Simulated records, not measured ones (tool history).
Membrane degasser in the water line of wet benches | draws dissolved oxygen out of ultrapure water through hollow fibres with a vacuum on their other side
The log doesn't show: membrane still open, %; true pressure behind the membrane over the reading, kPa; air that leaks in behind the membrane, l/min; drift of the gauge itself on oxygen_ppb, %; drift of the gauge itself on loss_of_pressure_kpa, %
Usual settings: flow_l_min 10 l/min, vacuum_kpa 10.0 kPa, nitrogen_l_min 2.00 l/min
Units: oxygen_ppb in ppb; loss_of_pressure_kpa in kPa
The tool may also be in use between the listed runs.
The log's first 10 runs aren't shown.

run	hour	flow_l_min	vacuum_kpa	nitrogen_l_min	hours since the membrane was changed	hours since the vacuum gauge was calibrated	hours since the vacuum lines were made tight	oxygen_ppb	loss_of_pressure_kpa
11	666.5	7	10.0	2.00	796	247	7012	68.4	45.93
12	712.0	7	10.0	2.00	841	293	7058	68.4	46.42
13	769.5	7	10.0	2.00	899	350	7115	68.5	46.42
14	837.7	7	10.0	2.00	967	418	7183	68.0	45.91
15	903.1	7	10.0	2.00	1032	484	7249	69.0	46.21
16	988.2	10	7.2	2.00	1118	569	7334	72.8	65.91
17	1059.4	10	7.2	5.14	1189	640	7405	42.4	65.92
18	1104.0	15	8.6	5.09	1233	685	7450	97.3	98.45

Forecast run 19:
19	1186.9	10	10.0	2.00	1316	768	7533	?	?

{"run 19": {"oxygen_ppb": 106.9, "loss_of_pressure_kpa": 66.2}}
Without the tool's hidden state the same run would have given oxygen_ppb 103.9 ppb, loss_of_pressure_kpa 65.69 kPa.

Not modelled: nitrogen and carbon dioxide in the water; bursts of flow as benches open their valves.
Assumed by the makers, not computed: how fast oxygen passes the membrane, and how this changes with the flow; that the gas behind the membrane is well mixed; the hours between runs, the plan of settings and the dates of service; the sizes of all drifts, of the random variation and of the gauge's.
